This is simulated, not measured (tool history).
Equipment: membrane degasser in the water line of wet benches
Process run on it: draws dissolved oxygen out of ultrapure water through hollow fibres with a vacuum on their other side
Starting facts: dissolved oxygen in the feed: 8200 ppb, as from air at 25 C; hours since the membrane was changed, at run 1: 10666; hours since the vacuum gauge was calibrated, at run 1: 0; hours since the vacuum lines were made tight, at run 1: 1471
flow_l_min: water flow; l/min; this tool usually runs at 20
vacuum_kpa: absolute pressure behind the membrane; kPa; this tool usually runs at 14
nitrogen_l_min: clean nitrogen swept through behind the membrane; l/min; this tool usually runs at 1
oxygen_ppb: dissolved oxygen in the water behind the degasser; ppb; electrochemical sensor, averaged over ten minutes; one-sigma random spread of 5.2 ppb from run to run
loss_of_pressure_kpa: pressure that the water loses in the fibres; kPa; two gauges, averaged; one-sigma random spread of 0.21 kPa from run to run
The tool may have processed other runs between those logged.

| run | hour | flow_l_min | vacuum_kpa | nitrogen_l_min | hours since the membrane was changed | hours since the vacuum gauge was calibrated | hours since the vacuum lines were made tight | oxygen_ppb | loss_of_pressure_kpa |
|---|---|---|---|---|---|---|---|---|---|
| 1 | 0 | 20 | 14 | 1 | 10666 | 0 | 1471 | 570.8 | 50.36 |
| 2 | 262.7 | 20 | 14 | 1 | 10929 | 263 | 1734 | 566.6 | 50.58 |
| 3 | 387.1 | 20 | 14 | 1 | 11053 | 387 | 1858 | 573.2 | 50.29 |
| 4 | 648.1 | 20 | 14 | 1 | 11314 | 648 | 2119 | 571.3 | 50.39 |
| 5 | 888 | 20 | 14 | 1 | 11554 | 888 | 2359 | 570.8 | 50.45 |
| 6 | 1068.1 | 20 | 27.3 | 1 | 11734 | 1068 | 2539 | 1054.7 | 50.7 |
| 7 | 1272 | 20 | 27.3 | 1 | 11938 | 1272 | 2743 | 1043.5 | 49.71 |
| 8 | 1410.1 | 20 | 27.3 | 1.86 | 12076 | 1410 | 2881 | 673.8 | 50.1 |
| 9 | 1645.3 | 20 | 14 | 1 | 12312 | 1645 | 3116 | 559.1 | 50.36 |
| 10 | 1839.7 | 20 | 14 | 1 | 12506 | 1840 | 3311 | 572.1 | 50.27 |
| 11 | 2016.3 | 20 | 22.4 | 1 | 12683 | 2016 | 3487 | 891 | 50.26 |
| 12 | 2194.1 | 21 | 14 | 1 | 12860 | 2194 | 3665 | 602.9 | 52.65 |
| 13 | 2410 | 20 | 14 | 1 | 13076 | 2410 | 3881 | 576.2 | 50.3 |
| 14 | 2572.4 | 20 | 14 | 1 | 13239 | 2572 | 4043 | 570.7 | 49.69 |
| 15 | 2780.6 | 20 | 14 | 1 | 13447 | 2781 | 4252 | 569.1 | 49.95 |
| 16 | 2982 | 20 | 14 | 1 | 13648 | 2982 | 4453 | 564.7 | 49.99 |
| 17 | 3142.4 | 27 | 13.5 | 0.87 | 13809 | 3142 | 4613 | 797.8 | 67.67 |
| 18 | 3427.3 | 15 | 12.8 | 0.62 | 14093 | 3427 | 4898 | 538.1 | 37.13 |
| 19 | 3669.7 | 16 | 14.7 | 0.46 | 14336 | 3670 | 5141 | 829.9 | 40.03 |
| 20 | 3961.6 | 12 | 9.6 | 0.79 | 14628 | 3962 | 5433 | 252.2 | 29.95 |
| 21 | 4124.4 | 12 | 9.6 | 0.79 | 14791 | 4124 | 5595 | 257.8 | 29.81 |
| 22 | 4293.6 | 25 | 19.2 | 1 | 14960 | 4294 | 5765 | 954.1 | 61.74 |
| 23 | 4549.6 | 16 | 17.5 | 1 | 15216 | 4550 | 6021 | 568.9 | 39.98 |
| 24 | 4776.6 | 20 | 33.8 | 1 | 15443 | 4777 | 6248 | 1306.4 | 49.19 |

Estimate the outcome of run 25 from the log above:
| 25 | 5006.7 | 16 | 9.9 | 1 | 15673 | 5007 | 6478 | ? | ? |

oxygen_ppb: 311.1 ppb
loss_of_pressure_kpa: 39.81 kPa
If the tool had no hidden condition, the same run with the same run-to-run variation would have returned oxygen_ppb 310.4 ppb, loss_of_pressure_kpa 40.4 kPa.
